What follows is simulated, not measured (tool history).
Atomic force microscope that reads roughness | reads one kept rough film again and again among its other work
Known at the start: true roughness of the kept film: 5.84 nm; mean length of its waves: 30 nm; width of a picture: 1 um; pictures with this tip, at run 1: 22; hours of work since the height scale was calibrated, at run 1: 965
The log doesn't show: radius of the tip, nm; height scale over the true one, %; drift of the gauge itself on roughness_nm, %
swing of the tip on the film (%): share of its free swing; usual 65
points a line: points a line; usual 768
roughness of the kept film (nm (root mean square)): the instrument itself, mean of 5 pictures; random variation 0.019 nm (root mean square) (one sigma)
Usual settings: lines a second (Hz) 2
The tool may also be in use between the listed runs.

run,hour,lines a second (Hz),swing of the tip on the film (%),points a line,pictures with this tip,hours of work since the height scale was calibrated,roughness of the kept film (nm (root mean square))
1,0,2,65,768,22,965,4.387
2,34,2,65,768,91,987,4.107
3,67.1,2,65,768,158,1008,3.787
# hour 92.2: new tip fitted
4,100.8,2,65,768,17,1029,4.396
5,127,2,65,438,70,1045,4.11
6,144.3,2,65,438,105,1056,3.972
7,176.5,2,65,438,170,1077,3.705
# hour 195.8: new tip fitted
8,199,2,65,438,6,1091,4.435
9,235,2,65,768,79,1113,4.111
10,256.1,2,65,768,121,1127,3.919
11,291.4,2,65,768,192,1149,3.654
# hour 299.6: new tip fitted
12,311.2,2,65,384,23,1161,4.336
13,341.4,2,65,279,84,1180,4.014
14,357.8,2,65,279,117,1191,3.888
15,395.4,3.59,65,410,193,1215,3.377
# hour 403.3: new tip fitted
16,414.2,3.59,65,410,22,1226,4.099
17,443.2,3.59,65,410,80,1245,3.772
18,477.4,3.59,65,410,149,1266,3.557
# hour 506: new tip fitted
19,507.4,3.59,65,410,2,1285,4.194
20,536,3.94,69,410,60,1303,3.704
21,559.9,3.94,69,410,108,1318,3.512
22,589.9,2.41,70,865,169,1337,3.554
# hour 608.5: new tip fitted
23,628.5,2,85,731,40,1361,3.674

3 ways to go on from here, each from the tool as it stands after run 23. What would each give?
A,666.2,2,77,768,116,1385,?
B,666.2,1.65,56,982,116,1385,?
C,666.2,2,63,384,116,1385,?

run,roughness of the kept film (nm (root mean square))
A,3.655
B,4.117
C,3.956
Without the tool's hidden state the same runs would have given:
run,roughness of the kept film (nm (root mean square))
A,4.228
B,4.764
C,4.578
